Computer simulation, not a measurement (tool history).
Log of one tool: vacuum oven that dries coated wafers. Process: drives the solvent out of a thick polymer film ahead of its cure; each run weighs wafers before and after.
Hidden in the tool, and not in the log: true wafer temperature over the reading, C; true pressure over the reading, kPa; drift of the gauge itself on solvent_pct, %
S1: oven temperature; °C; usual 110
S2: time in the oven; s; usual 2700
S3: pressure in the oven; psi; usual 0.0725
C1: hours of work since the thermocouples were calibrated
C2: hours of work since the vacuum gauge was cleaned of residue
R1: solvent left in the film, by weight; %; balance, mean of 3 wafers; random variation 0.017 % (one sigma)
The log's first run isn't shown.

{"run": 2, "hour": 14.6, "S1": 110, "S2": 2880, "S3": 0.0725, "C1": 1456, "C2": 326, "R1": 1.57}
{"run": 3, "hour": 36.1, "S1": 110, "S2": 2700, "S3": 0.0725, "C1": 1469, "C2": 339, "R1": 1.77}
{"run": 4, "hour": 45.9, "S1": 110, "S2": 2700, "S3": 0.0725, "C1": 1475, "C2": 345, "R1": 1.76}
{"run": 5, "hour": 61.5, "S1": 110, "S2": 2700, "S3": 0.0725, "C1": 1484, "C2": 354, "R1": 1.79}
{"run": 6, "hour": 72.2, "S1": 102, "S2": 2700, "S3": 0.0725, "C1": 1490, "C2": 360, "R1": 3.62}
{"run": 7, "hour": 82.1, "S1": 110, "S2": 2700, "S3": 0.0725, "C1": 1496, "C2": 366, "R1": 1.77}
{"run": 8, "hour": 99.5, "S1": 110, "S2": 2700, "S3": 0.0725, "C1": 1506, "C2": 376, "R1": 1.74}
{"run": 9, "hour": 110.2, "S1": 110, "S2": 2700, "S3": 0.1711, "C1": 1512, "C2": 383, "R1": 2.04}
{"run": 10, "hour": 125.6, "S1": 99, "S2": 2700, "S3": 0.0725, "C1": 1522, "C2": 392, "R1": 4.48}
{"run": 11, "hour": 144.4, "S1": 99, "S2": 2700, "S3": 0.0951, "C1": 1533, "C2": 403, "R1": 4.51}
{"run": 12, "hour": 158.8, "S1": 99, "S2": 2700, "S3": 0.0951, "C1": 1541, "C2": 411, "R1": 4.53}
{"run": 13, "hour": 176.5, "S1": 99, "S2": 2700, "S3": 0.0951, "C1": 1552, "C2": 422, "R1": 4.56}
{"run": 14, "hour": 189.7, "S1": 110, "S2": 2700, "S3": 0.0725, "C1": 1559, "C2": 430, "R1": 1.75}
{"run": 15, "hour": 210.9, "S1": 110, "S2": 2700, "S3": 0.0725, "C1": 1572, "C2": 442, "R1": 1.8}
{"run": 16, "hour": 221.0, "S1": 109, "S2": 1560, "S3": 0.134, "C1": 1578, "C2": 448, "R1": 4.69}

Run 17 comes next. What will it give?
{"run": 17, "hour": 240.2, "S1": 99, "S2": 3900, "S3": 0.0457, "C1": 1589, "C2": 459, "R1": "?"}

{"run 17": {"R1": 2.57}}
Without the tool's hidden state the same run would have given R1 2.57 %.
